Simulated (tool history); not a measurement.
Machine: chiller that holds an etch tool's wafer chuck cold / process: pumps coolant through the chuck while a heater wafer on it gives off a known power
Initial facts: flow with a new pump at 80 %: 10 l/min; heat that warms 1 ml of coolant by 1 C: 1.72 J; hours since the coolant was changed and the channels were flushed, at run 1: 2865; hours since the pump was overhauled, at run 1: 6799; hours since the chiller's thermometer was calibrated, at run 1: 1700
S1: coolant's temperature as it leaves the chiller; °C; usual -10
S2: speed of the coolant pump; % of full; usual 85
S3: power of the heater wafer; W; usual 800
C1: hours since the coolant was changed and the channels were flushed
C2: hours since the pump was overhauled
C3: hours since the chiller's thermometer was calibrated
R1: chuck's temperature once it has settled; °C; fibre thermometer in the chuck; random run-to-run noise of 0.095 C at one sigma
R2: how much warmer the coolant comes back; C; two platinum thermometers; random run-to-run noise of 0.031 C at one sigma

run 1 hour=0 | S1=-10 S2=85 S3=800 | C1=2865 C2=6799 C3=1700 | R1=-5.04 R2=2.6
run 2 hour=109.6 | S1=-10 S2=85 S3=1110 | C1=2975 C2=6908 C3=1809 | R1=-2.93 R2=3.6
run 3 hour=198.3 | S1=-10 S2=85 S3=800 | C1=3064 C2=6997 C3=1898 | R1=-4.91 R2=2.63
run 4 hour=367.6 | S1=-10 S2=85 S3=800 | C1=3233 C2=7166 C3=2067 | R1=-5.1 R2=2.6
-- hour=525.5 chiller's thermometer calibrated
run 5 hour=538.2 | S1=-10 S2=85 S3=800 | C1=3403 C2=7336 C3=13 | R1=-5.05 R2=2.55
run 6 hour=674.6 | S1=-10 S2=85 S3=800 | C1=3539 C2=7472 C3=149 | R1=-4.91 R2=2.54
run 7 hour=839.7 | S1=-10 S2=85 S3=800 | C1=3704 C2=7637 C3=314 | R1=-5.02 R2=2.49
run 8 hour=1013.7 | S1=-10 S2=73 S3=800 | C1=3878 C2=7811 C3=488 | R1=-4.24 R2=3.02
run 9 hour=1182.8 | S1=-17 S2=73 S3=800 | C1=4047 C2=7980 C3=657 | R1=-11.06 R2=3
run 10 hour=1330.3 | S1=-17 S2=73 S3=611 | C1=4195 C2=8128 C3=805 | R1=-12.24 R2=2.21
run 11 hour=1503.6 | S1=-10 S2=85 S3=923 | C1=4368 C2=8301 C3=978 | R1=-4.1 R2=2.85
run 12 hour=1692.2 | S1=-6 S2=80 S3=722 | C1=4557 C2=8490 C3=1167 | R1=-1.2 R2=2.31
run 13 hour=1824.5 | S1=-6 S2=63 S3=572 | C1=4689 C2=8622 C3=1299 | R1=-1.09 R2=2.41
run 14 hour=2012.9 | S1=-10 S2=86 S3=800 | C1=4877 C2=8811 C3=1487 | R1=-5.2 R2=2.41
run 15 hour=2177.1 | S1=-10 S2=86 S3=800 | C1=5042 C2=8975 C3=1652 | R1=-5.15 R2=2.37
run 16 hour=2317.2 | S1=-15 S2=85 S3=518 | C1=5182 C2=9115 C3=1792 | R1=-11.53 R2=1.46
run 17 hour=2488.6 | S1=-15 S2=85 S3=518 | C1=5353 C2=9286 C3=1963 | R1=-11.61 R2=1.47
run 18 hour=2616.8 | S1=-10 S2=63 S3=800 | C1=5481 C2=9414 C3=2091 | R1=-3.19 R2=3.38
-- hour=2746.6 chiller's thermometer calibrated
run 19 hour=2752.4 | S1=-10 S2=98 S3=800 | C1=5616 C2=9549 C3=6 | R1=-5.62 R2=1.96
run 20 hour=2926 | S1=-10 S2=98 S3=800 | C1=5789 C2=9723 C3=179 | R1=-5.45 R2=1.97
run 21 hour=3023.7 | S1=-7 S2=85 S3=800 | C1=5887 C2=9820 C3=277 | R1=-1.95 R2=2.34

Forecast each of these 4 alternatives for the next run:
run A hour=3138.2 | S1=-7 S2=85 S3=821 | C1=6002 C2=9935 C3=392 | R1=? R2=?
run B hour=3138.2 | S1=-10 S2=70 S3=1110 | C1=6002 C2=9935 C3=392 | R1=? R2=?
run C hour=3138.2 | S1=0 S2=85 S3=615 | C1=6002 C2=9935 C3=392 | R1=? R2=?
run D hour=3138.2 | S1=-9 S2=71 S3=943 | C1=6002 C2=9935 C3=392 | R1=? R2=?

run=A R1=-1.9 R2=2.48
run=B R1=-1.61 R2=4.17
run=C R1=3.97 R2=1.74
run=D R1=-1.95 R2=3.55
Stripped of hidden state, with their random variation kept, the same runs would have yielded:
run=A R1=-1.93 R2=2.76
run=B R1=-1.65 R2=4.45
run=C R1=3.95 R2=2.02
run=D R1=-1.98 R2=3.83

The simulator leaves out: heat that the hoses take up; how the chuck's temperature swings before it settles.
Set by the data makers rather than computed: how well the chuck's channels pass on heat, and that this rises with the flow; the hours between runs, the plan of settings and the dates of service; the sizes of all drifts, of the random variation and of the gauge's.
